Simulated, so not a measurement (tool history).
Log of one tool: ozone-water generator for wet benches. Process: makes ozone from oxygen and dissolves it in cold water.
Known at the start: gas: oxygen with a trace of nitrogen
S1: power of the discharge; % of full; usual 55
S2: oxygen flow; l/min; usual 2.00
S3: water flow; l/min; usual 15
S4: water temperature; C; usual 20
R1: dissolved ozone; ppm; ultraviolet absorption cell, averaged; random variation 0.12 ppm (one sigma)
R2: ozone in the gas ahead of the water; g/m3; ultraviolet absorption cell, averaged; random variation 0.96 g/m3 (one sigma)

run,hour,S1,S2,S3,S4,R1,R2
1,0.0,55,2.00,15,20,11.7,164.9
2,18.0,55,2.00,15,20,11.7,163.9
3,46.9,55,2.00,15,20,11.6,165.4
4,69.9,55,2.00,15,20,11.7,163.7
5,92.0,55,2.00,15,20,11.8,165.6
6,116.7,55,2.00,15,20,11.7,166.3
7,137.9,55,2.00,15,20,11.8,165.1
8,165.6,55,2.00,15,20,11.6,169.3
9,182.4,55,1.22,15,20,10.0,201.3
10,200.1,55,1.22,15,20,10.0,201.6
11,214.5,55,1.06,15,20,9.2,213.6
12,245.9,55,2.00,15,20,11.5,165.7
13,264.3,55,2.00,15,20,11.7,168.5
14,288.4,99,1.40,19,20,11.5,271.0
15,310.3,52,3.43,15,20,12.6,129.5
16,331.7,52,2.06,21,17,8.5,158.8
17,359.1,47,1.09,21,17,6.1,193.3
18,378.9,47,1.09,21,17,6.0,194.6

Forecast run 19:
19,392.8,64,2.78,13,17,?,?

{"run 19": {"R1": 16.1, "R2": 160.6}}
Without the tool's hidden state the same run would have given R1 16.1 ppm, R2 158.5 g/m3.
